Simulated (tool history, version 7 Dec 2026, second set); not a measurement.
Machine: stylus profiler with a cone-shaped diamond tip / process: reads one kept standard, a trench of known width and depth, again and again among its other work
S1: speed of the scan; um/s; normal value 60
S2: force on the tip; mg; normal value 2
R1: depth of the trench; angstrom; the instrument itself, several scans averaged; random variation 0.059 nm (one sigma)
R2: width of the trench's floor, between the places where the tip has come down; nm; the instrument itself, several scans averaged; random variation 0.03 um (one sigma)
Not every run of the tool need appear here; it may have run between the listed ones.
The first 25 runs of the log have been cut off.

{"run": 26, "hour": 622.0, "S1": 32, "S2": 2.2, "R1": 1012.7, "R2": 27090}
{"run": 27, "hour": 637.3, "S1": 32, "S2": 2.66, "R1": 1013.5, "R2": 27080}
{"run": 28, "hour": 666.3, "S1": 174, "S2": 5.56, "R1": 1019.3, "R2": 26680}
{"run": 29, "hour": 697.4, "S1": 174, "S2": 5.56, "R1": 1018.9, "R2": 26590}
{"hour": 710.9, "done": "height scale calibrated on a step standard, once more"}
{"run": 30, "hour": 723.8, "S1": 27, "S2": 3.05, "R1": 1006, "R2": 27150}
{"run": 31, "hour": 749.5, "S1": 27, "S2": 3.05, "R1": 1007.2, "R2": 27060}
{"run": 32, "hour": 769.0, "S1": 27, "S2": 3.05, "R1": 1007.2, "R2": 26990}
{"run": 33, "hour": 798.4, "S1": 58, "S2": 5.35, "R1": 1012.6, "R2": 27010}
{"run": 34, "hour": 822.6, "S1": 185, "S2": 3.69, "R1": 1008.6, "R2": 26420}
{"run": 35, "hour": 848.9, "S1": 156, "S2": 0.87, "R1": 1003.1, "R2": 25890}
{"run": 36, "hour": 865.4, "S1": 156, "S2": 0.87, "R1": 1002.7, "R2": 25820}
{"run": 37, "hour": 897.8, "S1": 221, "S2": 0.87, "R1": 1003.5, "R2": 25290}
{"run": 38, "hour": 926.5, "S1": 218, "S2": 2.06, "R1": 1005.7, "R2": 25940}
{"run": 39, "hour": 959.0, "S1": 44, "S2": 2.01, "R1": 1005.5, "R2": 26890}
{"run": 40, "hour": 986.4, "S1": 17, "S2": 2, "R1": 1004.9, "R2": 26970}
{"run": 41, "hour": 1018.3, "S1": 17, "S2": 2, "R1": 1005.8, "R2": 26950}
{"run": 42, "hour": 1037.8, "S1": 17, "S2": 2, "R1": 1004.6, "R2": 26960}
{"run": 43, "hour": 1070.0, "S1": 59, "S2": 5.73, "R1": 1011, "R2": 26910}
{"run": 44, "hour": 1083.1, "S1": 60, "S2": 0.82, "R1": 1003.5, "R2": 26510}
{"run": 45, "hour": 1109.4, "S1": 60, "S2": 1.85, "R1": 1005.3, "R2": 26690}
{"run": 46, "hour": 1133.9, "S1": 60, "S2": 1.85, "R1": 1005.4, "R2": 26720}
{"run": 47, "hour": 1150.9, "S1": 79, "S2": 2.53, "R1": 1007.7, "R2": 26690}

Branching from run 47: 3 alternative next runs. What would each branch give?
{"run": "A", "hour": 1183.5, "S1": 79, "S2": 0.88, "R1": "?", "R2": "?"}
{"run": "B", "hour": 1183.5, "S1": 17, "S2": 0.7, "R1": "?", "R2": "?"}
{"run": "C", "hour": 1183.5, "S1": 129, "S2": 3.37, "R1": "?", "R2": "?"}

run=A R1=1004.2 R2=26390
run=B R1=1003.9 R2=26910
run=C R1=1008.6 R2=26420
Stripped of hidden state, with their random variation kept, the same runs would have yielded:
run=A R1=1003.6 R2=27380
run=B R1=1003.4 R2=27890
run=C R1=1008.1 R2=27410
